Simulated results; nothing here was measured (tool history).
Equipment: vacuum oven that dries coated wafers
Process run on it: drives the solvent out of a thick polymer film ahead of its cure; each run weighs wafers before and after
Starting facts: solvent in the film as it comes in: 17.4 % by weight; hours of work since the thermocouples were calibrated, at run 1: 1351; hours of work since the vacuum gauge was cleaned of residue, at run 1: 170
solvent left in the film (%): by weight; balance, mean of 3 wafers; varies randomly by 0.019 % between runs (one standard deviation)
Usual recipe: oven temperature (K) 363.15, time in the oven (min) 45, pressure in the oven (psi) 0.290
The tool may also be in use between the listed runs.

run	hour	oven temperature (K)	time in the oven (min)	pressure in the oven (psi)	hours of work since the thermocouples were calibrated	hours of work since the vacuum gauge was cleaned of residue	solvent left in the film (%)
1	0.0	363.15	45	0.290	1351	170	0.75
2	17.6	363.15	45	0.290	1362	182	0.75
3	30.8	363.15	45	0.290	1371	190	0.71
4	42.5	363.15	45	0.290	1379	198	0.74
# hour 55.6: oven's thermocouples calibrated
5	58.2	365.15	45	0.290	2	207	0.93
6	84.5	365.15	45	0.290	19	224	0.92
7	97.0	365.15	45	0.290	27	232	0.91
8	121.0	363.15	45	0.290	43	248	1.11
9	145.9	363.15	45	0.290	59	264	1.12
10	162.6	363.15	45	0.290	70	275	1.13
11	177.9	355.15	45	0.290	80	286	2.78
12	205.5	355.15	45	0.290	98	304	2.76
13	221.4	355.15	45	0.290	109	314	2.77
14	233.6	355.15	45	0.290	117	322	2.74
15	260.7	355.15	45	0.290	134	340	2.75
16	282.6	355.15	45	0.290	149	354	2.72
17	306.6	355.15	27	0.290	165	370	4.96
18	321.7	364.15	27	0.290	174	380	2.22
19	346.2	364.15	27	0.290	191	396	2.25
20	359.5	363.15	45	0.780	199	405	2.06
21	387.4	363.15	45	0.780	217	423	2.06
22	411.1	363.15	52	0.290	233	438	0.92
23	423.0	363.15	45	0.219	241	446	0.90
24	434.2	363.15	23	0.914	248	454	4.13
25	447.6	363.15	31	0.970	257	462	3.23
26	472.6	363.15	31	0.970	273	479	3.22
27	500.4	352.15	34	0.970	292	497	6.46
28	519.1	354.15	36	0.677	304	509	4.81
29	544.9	354.15	36	0.677	321	526	4.76
30	558.3	354.15	36	0.248	329	535	3.76
31	573.4	372.15	79	0.283	339	545	0.44
32	591.9	349.15	53	0.235	352	557	3.66
33	614.5	349.15	53	0.235	366	572	3.66
34	636.2	350.15	34	0.290	381	586	5.55
35	653.5	350.15	34	0.290	392	597	5.52
36	679.6	354.15	29	0.566	409	614	5.42
37	693.9	366.15	71	0.745	418	624	1.37
38	716.0	363.15	36	0.785	433	638	2.44
39	732.4	363.15	36	0.785	444	649	2.41
40	756.6	363.15	36	0.785	460	665	2.42
41	779.5	363.15	36	0.785	475	680	2.38
42	800.4	363.15	36	0.785	488	694	2.40
43	827.5	349.15	79	0.302	506	711	2.30
44	853.0	357.15	26	0.290	523	728	4.24
45	866.5	351.15	26	0.767	532	737	7.36
46	888.1	351.15	26	0.767	546	751	7.38

Each row is a separate what-if for the run after 46, all from the same tool condition, not one after another. Results?
A	907.2	354.15	22	0.155	558	764	?
B	907.2	351.15	23	0.767	558	764	?
C	907.2	363.15	45	0.332	558	764	?
D	907.2	349.15	26	0.186	558	764	?

run	solvent left in the film (%)
A	5.82
B	7.85
C	1.09
D	6.87
Stripped of hidden state, with their random variation kept, the same runs would have yielded:
run	solvent left in the film (%)
A	6.04
B	8.07
C	1.14
D	7.09
